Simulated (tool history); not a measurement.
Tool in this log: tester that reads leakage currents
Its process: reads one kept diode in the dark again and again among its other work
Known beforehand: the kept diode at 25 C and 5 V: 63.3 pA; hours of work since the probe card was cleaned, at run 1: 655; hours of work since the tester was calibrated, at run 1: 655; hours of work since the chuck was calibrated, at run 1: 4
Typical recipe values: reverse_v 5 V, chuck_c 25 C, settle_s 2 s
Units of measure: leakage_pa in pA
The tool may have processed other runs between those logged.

run	day	reverse_v	chuck_c	settle_s	hours of work since the probe card was cleaned	hours of work since the tester was calibrated	hours of work since the chuck was calibrated	leakage_pa
1	0	5	25	2	655	655	4	69.72
2	8.096	3.35	25	2	786	786	134	60.96
3	16.642	3.35	25	2	923	923	271	62.88
4	25.483	3.35	25	2	1065	1065	413	64.59
# day 27.975: probe card cleaned and baked
5	33.233	5	25	2	85	1188	536	70.6
6	39.467	5	25	2	185	1288	636	71.58
7	47.404	5	25	2	312	1415	764	73.46
8	56.158	5	38	2	453	1556	905	215.16
9	61.479	5	38	2	539	1642	990	219.42
10	66.792	5	25	8.88	624	1727	1076	77.92
11	72.275	5	58	8.88	712	1815	1164	977.34
12	77.421	5	25	2	795	1898	1246	81.6
13	83.283	5	50	2	889	1992	1341	565.29
14	91.196	1.66	25	2	1016	2119	1468	54.57
# day 96.804: probe card cleaned and baked
15	102.242	1.66	25	2	87	2295	1643	53.52
# day 104.312: tester calibrated
16	110.317	1.66	25	2	216	97	1772	53.33
17	115.258	1.66	25	2	295	176	1851	53.45
# day 117.662: chuck's temperature calibrated
18	122.662	5	25	2	413	294	80	67.37
19	131.142	5	25	2	549	430	217	69.53
20	141.633	3.74	27	4.31	718	599	385	74.47
21	148.267	3.74	27	4.31	825	705	492	76.09
22	157.117	3.74	27	4.31	967	848	634	77.81
# day 166.067: probe card cleaned and baked
23	167.562	3.39	28	0.74	24	1013	800	79.98
24	173.242	3.39	28	0.74	115	1105	892	80.98
25	181.721	17.28	26	2	252	1241	1028	129.33
26	190.329	1.2	33	3.56	390	1380	1166	86.13
27	196.562	1.2	33	0.64	490	1480	1266	87.95
28	205.354	15.22	52	5.03	632	1621	1408	954.41
29	211.454	5	42	3.37	730	1719	1506	308.93
30	217.379	1.7	42	5.93	825	1814	1601	209.87
31	223.371	6.56	38	5.93	921	1911	1697	257.82
32	228.138	5.75	25	3.47	998	1987	1774	90.24
33	233.962	5	23	1.18	1092	2081	1868	75.49
# day 234.758: probe card cleaned and baked
# day 235.883: chuck's temperature calibrated
34	242.229	5	23	1.18	119	2211	102	56.72
# day 248.642: tester calibrated
35	250.729	5	23	1.18	254	34	237	57.46

Consider 5 possible next runs. They are alternatives, not a sequence: every one starts from the tool as it was left by run 35. What does each give?
A	255.671	9.27	44	0.38	334	113	317	?
B	255.671	5	23	6.15	334	113	317	?
C	255.671	11.34	40	9.01	334	113	317	?
D	255.671	1.38	23	1.18	334	113	317	?
E	255.671	2.01	55	0.73	334	113	317	?

run	leakage_pa
A	398.97
B	57.28
C	308.7
D	35.8
E	515.69
What these runs would have given with no unlogged condition in the tool:
run	leakage_pa
A	386.66
B	53.58
C	296.89
D	34.32
E	504.98

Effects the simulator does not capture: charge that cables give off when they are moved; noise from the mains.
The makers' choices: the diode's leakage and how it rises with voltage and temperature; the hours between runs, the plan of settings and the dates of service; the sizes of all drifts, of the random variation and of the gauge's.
